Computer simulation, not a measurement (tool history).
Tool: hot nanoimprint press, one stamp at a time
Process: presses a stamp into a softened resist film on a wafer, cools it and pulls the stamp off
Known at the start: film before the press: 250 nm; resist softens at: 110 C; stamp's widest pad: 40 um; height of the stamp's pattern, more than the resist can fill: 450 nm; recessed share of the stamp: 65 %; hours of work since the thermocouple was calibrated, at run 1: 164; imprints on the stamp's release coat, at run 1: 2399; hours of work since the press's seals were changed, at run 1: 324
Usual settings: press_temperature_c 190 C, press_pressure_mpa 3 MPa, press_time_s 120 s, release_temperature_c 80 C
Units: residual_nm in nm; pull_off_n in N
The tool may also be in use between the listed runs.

run   hour  press_temperature_c  press_pressure_mpa  press_time_s  release_temperature_c  hours of work since the thermocouple was calibrated  imprints on the stamp's release coat  hours of work since the press's seals were changed  residual_nm  pull_off_n
  1      0                  190                   3           120                     80                                                  164                                  2399                                                 324         96.7         157
      24.9  -- stamp cleaned and given a new release coat
  2   30.6                  190                   3           120                     80                                                  175                                    16                                                 335         96.6         156
  3   56.1                  190                   3           120                     80                                                  186                                    87                                                 347         97.2         148
  4     76                  190                   3           120                     80                                                  195                                   142                                                 356         96.1         153
  5   90.9                  190                   3           120                     80                                                  202                                   183                                                 362         95.3         160
  6  114.8                  190                   3           120                     80                                                  213                                   250                                                 373         95.8         143
  7  143.5                  190                   3           120                     80                                                  226                                   330                                                 386         96.4         149
  8  165.5                  190                   3           120                     80                                                  236                                   391                                                 396         96.8         152
  9  197.2                  190                   3           207                     80                                                  250                                   479                                                 410         79.4         153
 10  225.2                  190                   3           207                     80                                                  263                                   557                                                 423         78.7         150
 11  238.1                  190                   3           120                     80                                                  268                                   593                                                 429         96.4         154
 12  263.6                  190                3.58           120                     80                                                  280                                   664                                                 440         87.5         146
 13  285.3                  190                3.58           120                     80                                                  290                                   725                                                 450         87.4         152
 14  312.5                  190                   3           120                     80                                                  302                                   800                                                 462           97         151
 15    337                  190                   3           120                     80                                                  313                                   868                                                 473         95.9         154
 16  367.2                  190                   3           120                     80                                                  327                                   953                                                 487         98.2         160
 17  391.3                  190                   3           120                     80                                                  338                                  1019                                                 498         96.4         155
 18  422.3                  190                   3           120                     80                                                  352                                  1106                                                 512         97.4         151
 19  448.6                  190                2.97           117                     83                                                  363                                  1179                                                 524         96.2         145
 20  472.3                  190                2.97           186                     83                                                  374                                  1245                                                 534         82.6         141
 21  485.5                  190                   3           176                     80                                                  380                                  1282                                                 540         82.8         154
 22  512.5                  183                2.32           223                     74                                                  392                                  1357                                                 553        120.4         179
 23    528                  183                1.84           120                     80                                                  399                                  1400                                                 560        162.5         146
 24  542.6                  190                   3           168                     80                                                  406                                  1441                                                 566         85.5         157
 25  566.1                  190                   3           168                     80                                                  416                                  1506                                                 577         85.3         155
 26  584.9                  198                1.97           168                     79                                                  425                                  1558                                                 585         78.8         158
 27  612.9                  179                3.81           218                     79                                                  438                                  1636                                                 598        111.3         156
 28    636                  179                3.81           218                     79                                                  448                                  1701                                                 608          110         163
 29  662.4                  190                1.82           120                     87                                                  460                                  1774                                                 620        126.7         130

Hidden state at the last listed run before each entry between runs and at the first one after, where it differs:
Between runs 1 and 2: stamp cleaned and given a new release coat (hour 24.9)
  grip of the stamp's worn release coat, % over a new coat's: 1.4 -> 0
